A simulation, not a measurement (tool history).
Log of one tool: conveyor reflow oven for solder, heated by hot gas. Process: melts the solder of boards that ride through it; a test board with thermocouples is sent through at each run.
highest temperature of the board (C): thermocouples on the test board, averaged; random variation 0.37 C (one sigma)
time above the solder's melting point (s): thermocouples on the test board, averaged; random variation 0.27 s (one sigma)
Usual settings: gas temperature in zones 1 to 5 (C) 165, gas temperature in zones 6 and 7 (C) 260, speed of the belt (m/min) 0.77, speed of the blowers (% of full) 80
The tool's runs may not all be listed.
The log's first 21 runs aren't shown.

run	hour	gas temperature in zones 1 to 5 (C)	gas temperature in zones 6 and 7 (C)	speed of the belt (m/min)	speed of the blowers (% of full)	hours of work since the flux was cleaned out	hours of work since the belt drive was overhauled	hours of work since the thermocouples were changed	highest temperature of the board (C)	time above the solder's melting point (s)
22	185.6	161	260	0.77	52	377	177	248	239	32.1
23	195.9	179	274	0.77	72	385	185	256	259.2	51.6
24	202.8	179	250	0.77	72	390	190	261	238.3	38.2
25	214.3	166	260	0.77	80	399	199	270	245.9	41
26	224	172	260	0.853	80	406	206	277	244.4	35.9
27	237.5	169	266	0.801	58	416	217	287	246.2	38.6
28	244.4	169	266	0.801	58	421	222	292	246.4	38.6
29	257.6	165	267	0.77	55	431	232	302	246.9	39.4
30	269.4	165	267	0.884	83	440	241	311	247.6	34.9

Forecast each of these 3 alternatives for the next run:
A	280.2	173	264	0.77	82	449	249	319	?	?
B	280.2	165	257	0.909	83	449	249	319	?	?
C	280.2	165	269	0.858	61	449	249	319	?	?

run	highest temperature of the board (C)	time above the solder's melting point (s)
A	249.8	46.1
B	238	27.6
C	246	34.2
Without the tool's hidden state the same runs would have given:
run	highest temperature of the board (C)	time above the solder's melting point (s)
A	251.8	47.7
B	240.4	29.9
C	248.3	36.1
